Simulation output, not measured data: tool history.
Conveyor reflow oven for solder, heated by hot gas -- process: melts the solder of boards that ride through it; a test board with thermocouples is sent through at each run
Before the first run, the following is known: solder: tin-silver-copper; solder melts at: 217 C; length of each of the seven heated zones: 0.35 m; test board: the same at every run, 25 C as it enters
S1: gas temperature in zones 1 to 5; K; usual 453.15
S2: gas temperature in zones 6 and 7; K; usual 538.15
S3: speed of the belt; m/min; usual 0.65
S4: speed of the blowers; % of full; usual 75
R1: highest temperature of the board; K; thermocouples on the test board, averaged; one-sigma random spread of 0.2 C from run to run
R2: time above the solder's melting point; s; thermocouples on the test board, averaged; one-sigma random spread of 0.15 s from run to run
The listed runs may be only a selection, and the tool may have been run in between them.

| run | hour | S1 | S2 | S3 | S4 | R1 | R2 |
|---|---|---|---|---|---|---|---|
| 1 | 0 | 453.15 | 538.15 | 0.65 | 75 | 522.85 | 48.5 |
| 2 | 44.9 | 453.15 | 538.15 | 0.65 | 75 | 522.85 | 48.4 |
| 3 | 119.9 | 453.15 | 538.15 | 0.65 | 75 | 522.75 | 48.5 |
| 4 | 193.1 | 453.15 | 538.15 | 0.631 | 75 | 523.45 | 50.6 |
| 5 | 288.1 | 453.15 | 538.15 | 0.65 | 79 | 523.45 | 48.9 |
|  | 320.6 | flux residue cleaned out of gas plates and filters |
| 6 | 384.8 | 453.15 | 538.15 | 0.65 | 79 | 523.65 | 49.2 |
| 7 | 438.4 | 453.15 | 538.15 | 0.65 | 79 | 523.55 | 49.2 |
| 8 | 519.4 | 453.15 | 538.15 | 0.65 | 79 | 523.45 | 49.2 |
| 9 | 598.5 | 453.15 | 538.15 | 0.65 | 79 | 524.05 | 49.2 |
| 10 | 666.5 | 453.15 | 538.15 | 0.65 | 79 | 523.75 | 49.1 |
|  | 699.4 | flux residue cleaned out of gas plates and filters |
| 11 | 723.9 | 453.15 | 538.15 | 0.65 | 75 | 523.05 | 48.5 |
| 12 | 770.2 | 453.15 | 538.15 | 0.65 | 75 | 523.05 | 48.6 |
| 13 | 817.6 | 453.15 | 538.15 | 0.65 | 75 | 522.95 | 48.6 |

Run 14 comes next. What will it give?
| 14 | 871.9 | 453.15 | 538.15 | 0.601 | 75 | ? | ? |

{"run 14": {"R1": 525.65, "R2": 54.4}}
If the tool had no hidden condition, the same run with the same run-to-run variation would have returned R1 525.55 K, R2 54.4 s.

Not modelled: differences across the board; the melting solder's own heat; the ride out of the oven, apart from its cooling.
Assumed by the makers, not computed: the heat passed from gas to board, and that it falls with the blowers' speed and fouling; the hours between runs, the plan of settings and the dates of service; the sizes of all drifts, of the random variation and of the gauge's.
